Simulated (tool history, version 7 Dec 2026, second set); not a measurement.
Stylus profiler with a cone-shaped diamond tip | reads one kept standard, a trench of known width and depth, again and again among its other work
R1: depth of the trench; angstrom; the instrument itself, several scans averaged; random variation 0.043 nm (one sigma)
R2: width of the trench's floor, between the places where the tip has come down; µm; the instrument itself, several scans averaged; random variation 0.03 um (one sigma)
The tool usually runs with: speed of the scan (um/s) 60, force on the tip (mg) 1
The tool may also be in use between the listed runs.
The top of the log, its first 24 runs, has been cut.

Run 25, hour 442.2: usual settings but speed of the scan (um/s) 55, force on the tip (mg) 0.69. Result: R1 1005 angstrom, R2 98.29 µm.
Run 26, hour 457.1: usual settings but speed of the scan (um/s) 55, force on the tip (mg) 0.69. Result: R1 1004.1 angstrom, R2 98.33 µm.
Run 27, hour 467.2: usual settings but speed of the scan (um/s) 222, force on the tip (mg) 2.74. Result: R1 1013.2 angstrom, R2 97.97 µm.
Run 28, hour 489.1: usual settings but speed of the scan (um/s) 222, force on the tip (mg) 2.74. Result: R1 1014.1 angstrom, R2 98.02 µm.
Run 29, hour 511.9: usual settings but speed of the scan (um/s) 222, force on the tip (mg) 2.74. Result: R1 1013.7 angstrom, R2 97.97 µm.
Run 30, hour 529.9: usual settings but speed of the scan (um/s) 48, force on the tip (mg) 1.54. Result: R1 1008.7 angstrom, R2 98.47 µm.
Run 31, hour 549.6: usual settings but speed of the scan (um/s) 19, force on the tip (mg) 0.73. Result: R1 1004.8 angstrom, R2 98.54 µm.
Run 32, hour 561.7: usual settings but speed of the scan (um/s) 47, force on the tip (mg) 0.84. Result: R1 1005.5 angstrom, R2 98.4 µm.
Run 33, hour 578.1: usual settings but speed of the scan (um/s) 47, force on the tip (mg) 0.84. Result: R1 1004.7 angstrom, R2 98.37 µm.
Run 34, hour 597.8: usual settings but speed of the scan (um/s) 80, force on the tip (mg) 1.49. Result: R1 1007.5 angstrom, R2 98.3 µm.
Run 35, hour 620.7: usual settings but speed of the scan (um/s) 80, force on the tip (mg) 1.49. Result: R1 1008.7 angstrom, R2 98.34 µm.
Run 36, hour 631: usual settings but speed of the scan (um/s) 80, force on the tip (mg) 1.49. Result: R1 1008.6 angstrom, R2 98.27 µm.
Run 37, hour 654: usual settings but force on the tip (mg) 2.44. Result: R1 1012.2 angstrom, R2 98.49 µm.
Run 38, hour 668.7: usual settings but speed of the scan (um/s) 114, force on the tip (mg) 0.51. Result: R1 1003.5 angstrom, R2 97.83 µm.
Run 39, hour 690.1: usual settings but speed of the scan (um/s) 73, force on the tip (mg) 0.86. Result: R1 1005 angstrom, R2 98.3 µm.
Run 40, hour 710.5: usual settings but speed of the scan (um/s) 73, force on the tip (mg) 0.86. Result: R1 1005.3 angstrom, R2 98.22 µm.

3 options for the next run, each taken on its own from the tool as it stands now. Forecast them:
Run A, hour 735.1: usual settings but speed of the scan (um/s) 219, force on the tip (mg) 2.03. Result: R1 ?, R2 ?.
Run B, hour 735.1: usual settings but speed of the scan (um/s) 64, force on the tip (mg) 0.76. Result: R1 ?, R2 ?.
Run C, hour 735.1: usual settings but force on the tip (mg) 0.39. Result: R1 ?, R2 ?.

run      R1     R2
  A  1010.7  97.84
  B    1005  98.29
  C  1002.9  98.15
Had the tool no hidden state, the same runs would have come out as:
run      R1     R2
  A  1012.2  97.98
  B  1006.5  98.42
  C  1004.4  98.28
